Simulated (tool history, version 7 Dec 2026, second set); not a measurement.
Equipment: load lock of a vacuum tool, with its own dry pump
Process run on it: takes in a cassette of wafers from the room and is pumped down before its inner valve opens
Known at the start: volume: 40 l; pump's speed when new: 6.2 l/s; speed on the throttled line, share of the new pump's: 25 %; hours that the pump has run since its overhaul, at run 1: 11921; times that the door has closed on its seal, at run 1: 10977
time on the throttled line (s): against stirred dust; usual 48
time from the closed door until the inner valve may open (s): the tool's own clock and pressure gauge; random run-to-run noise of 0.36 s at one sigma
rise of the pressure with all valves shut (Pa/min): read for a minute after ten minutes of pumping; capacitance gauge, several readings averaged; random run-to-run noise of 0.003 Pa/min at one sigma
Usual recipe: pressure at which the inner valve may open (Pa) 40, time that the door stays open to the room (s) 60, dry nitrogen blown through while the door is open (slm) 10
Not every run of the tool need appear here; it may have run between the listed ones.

run	hour	time on the throttled line (s)	pressure at which the inner valve may open (Pa)	time that the door stays open to the room (s)	dry nitrogen blown through while the door is open (slm)	hours that the pump has run since its overhaul	times that the door has closed on its seal	incoming humidity of the room's air, %	time from the closed door until the inner valve may open (s)	rise of the pressure with all valves shut (Pa/min)
1	0	48	40	60	10	11921	10977	46.8	86.7	0.029
2	311.2	48	40	60	10	12233	11969	48.2	86.2	0.03
3	493.2	48	40	60	10	12415	12549	44.8	86.2	0.029
4	713.2	48	40	60	10	12635	13250	45.7	85.8	0.027
5	908.4	48	40	60	10	12830	13872	49	86.9	0.033
6	1166.2	48	40	60	10	13088	14694	44	85.9	0.028
7	1572	48	40	60	10	13493	15987	44.6	85.8	0.023
8	1897.2	48	40	60	12	13819	17024	42.9	86	0.025
9	2317.7	48	77	60	12	14239	18364	47.1	82.1	0.022
10	2542.8	48	77	60	12	14464	19081	42.8	82.1	0.026
11	2801.2	48	77	60	12	14723	19905	44.9	82	0.029
12	3079.5	48	77	60	12	15001	20792	44.1	81.6	0.026
13	3376.7	48	77	60	12	15298	21739	41.3	81.9	0.022
14	3632.4	48	77	60	12	15554	22554	47	82.3	0.03
15	3994.8	25	67	76	14	15916	23709	45.2	65.9	0.031
16	4253.8	33	67	76	13	16175	24534	44.2	71.9	0.027
17	4444.3	66	67	44	13	16366	25142	45.4	98	0.025
18	4803.5	48	34	209	10	16725	26287	41.3	87.9	0.049

The next listed run, before its measurement:
19	5047.3	47	40	60	12	16969	27063	46.3	?	?

time from the closed door until the inner valve may open (s): 85.3
rise of the pressure with all valves shut (Pa/min): 0.026
The same run, on a tool lacking any hidden state, would have yielded time from the closed door until the inner valve may open (s) 85.2, rise of the pressure with all valves shut (Pa/min) 0.026.
